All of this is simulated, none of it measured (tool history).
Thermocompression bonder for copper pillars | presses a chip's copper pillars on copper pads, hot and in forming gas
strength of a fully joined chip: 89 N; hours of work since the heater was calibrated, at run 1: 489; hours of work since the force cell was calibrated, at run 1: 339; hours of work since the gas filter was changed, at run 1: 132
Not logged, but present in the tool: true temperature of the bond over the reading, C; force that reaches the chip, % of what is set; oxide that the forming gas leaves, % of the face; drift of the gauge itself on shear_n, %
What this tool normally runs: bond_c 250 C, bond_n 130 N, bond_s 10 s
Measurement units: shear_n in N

run,hour,bond_c,bond_n,bond_s,hours of work since the heater was calibrated,hours of work since the force cell was calibrated,hours of work since the gas filter was changed,shear_n
1,0.0,250,130,10,489,339,132,48.2
2,11.4,250,130,10,498,347,141,48.1
3,18.3,250,130,10,503,353,146,48.1
4,26.8,250,130,10,510,360,153,48.9
5,37.1,250,130,10,518,368,161,48.1
6,46.0,250,130,10,525,375,168,48.5
7,51.2,278,130,10,529,379,172,66.6
8,56.2,278,130,10,533,383,176,66.7
9,64.5,250,179,10,539,389,182,55.5
10,75.8,250,179,10,548,398,191,56.6
11,87.1,250,179,10,557,407,200,57.0
12,96.2,250,179,10,564,414,207,56.7
13,108.0,221,130,10,574,423,216,28.3
14,117.5,221,130,10,581,431,224,29.4
15,128.8,250,130,10,590,439,233,46.9
# hour 131.4: heater calibrated with a thermocouple chip
16,141.5,250,130,10,8,448,241,44.7
17,151.7,260,130,10,16,456,249,52.9
# hour 154.7: heater calibrated with a thermocouple chip, once more
18,162.7,250,174,10,6,463,256,58.5
19,168.3,250,174,10,11,467,261,58.7
20,173.4,250,130,10,15,471,265,50.0
21,182.7,261,124,13,22,479,272,60.5
22,188.5,268,130,18,26,483,276,70.9
23,198.8,268,130,18,35,491,285,71.7
24,204.1,275,130,22,39,495,289,76.0
25,215.3,257,157,22,48,504,297,71.5
26,222.7,250,92,10,53,510,303,41.3
27,228.9,223,148,16,58,515,308,42.4
28,235.4,250,169,20,63,520,313,68.4
29,240.9,250,169,20,68,524,317,67.3
30,251.9,221,130,11,76,533,326,32.6
31,262.8,221,129,8,85,541,335,28.8
32,272.8,221,129,8,93,549,342,27.5
33,279.5,221,129,8,98,554,348,27.0
34,287.8,269,130,12,104,561,354,64.4
35,295.7,258,82,24,110,567,360,55.0
36,302.0,258,82,24,115,572,365,55.3
37,310.8,250,125,10,122,579,372,48.2
38,320.0,226,130,12,129,586,379,35.5
39,329.2,226,130,12,137,593,387,35.8

Hidden state at the last listed run before each entry between runs and at the first one after, where it differs:
Between runs 15 and 16: heater calibrated with a thermocouple chip (hour 131.4)
  true temperature of the bond over the reading, C: -5.6 -> -8.6; oxide that the forming gas leaves, % of the face: 2.38 -> 2.44
  measured value less the no-hidden-state value, shear_n: -5.4 -> -7.5 N
Between runs 17 and 18: heater calibrated with a thermocouple chip, once more (hour 154.7)
  true temperature of the bond over the reading, C: -8.7 -> -0.6; force that reaches the chip, % of what is set: 98.3 -> 98.2; oxide that the forming gas leaves, % of the face: 2.5 -> 2.55
  measured value less the no-hidden-state value, shear_n: -7.7 -> -2.2 N
